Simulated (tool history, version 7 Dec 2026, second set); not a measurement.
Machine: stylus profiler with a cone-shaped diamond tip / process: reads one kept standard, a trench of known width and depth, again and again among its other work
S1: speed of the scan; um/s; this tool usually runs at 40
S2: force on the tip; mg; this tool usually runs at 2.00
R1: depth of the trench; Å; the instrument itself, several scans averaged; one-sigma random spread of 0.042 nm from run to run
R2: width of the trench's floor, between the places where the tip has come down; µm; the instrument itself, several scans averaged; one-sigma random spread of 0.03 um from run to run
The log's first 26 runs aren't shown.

run,hour,S1,S2,R1,R2
27,1061.4,54,0.94,5041.5,24.83
28,1107.9,54,0.68,5032.7,24.75
29,1151.2,105,2.90,5089.7,24.79
30,1175.4,105,2.90,5089.8,24.78
31,1231.7,35,0.99,5041.9,24.95
32,1286.9,40,1.36,5052.4,24.88
33,1331.3,40,1.36,5052.0,24.85
34,1373.1,16,3.73,5105.6,25.10
35,1408.0,16,3.73,5104.7,25.02
36,1464.9,16,3.73,5105.3,25.02
37,1508.6,16,3.73,5104.8,24.96
38,1565.3,16,3.73,5104.4,24.95
39,1621.7,58,1.08,5042.4,24.49
40,1654.7,58,1.08,5042.3,24.60
41,1705.6,58,1.08,5042.2,24.55
42,1730.1,68,2.22,5072.4,24.61
43,1771.1,68,2.22,5071.3,24.56
44,1810.0,68,2.22,5071.7,24.54
# hour 1865.9: height scale calibrated on a step standard
45,1866.9,22,2.57,5083.9,24.72

Each row is a separate what-if for the run after 45, all from the same tool condition, not one after another. Results?
A,1907.8,76,0.76,?,?
B,1907.8,52,1.16,?,?
C,1907.8,27,1.67,?,?

run,R1,R2
A,5036.4,24.18
B,5048.5,24.50
C,5061.8,24.66
Take away the tool's hidden state, keep each run's random variation, and the runs would have read:
run,R1,R2
A,5038.2,26.36
B,5050.2,26.68
C,5063.6,26.84
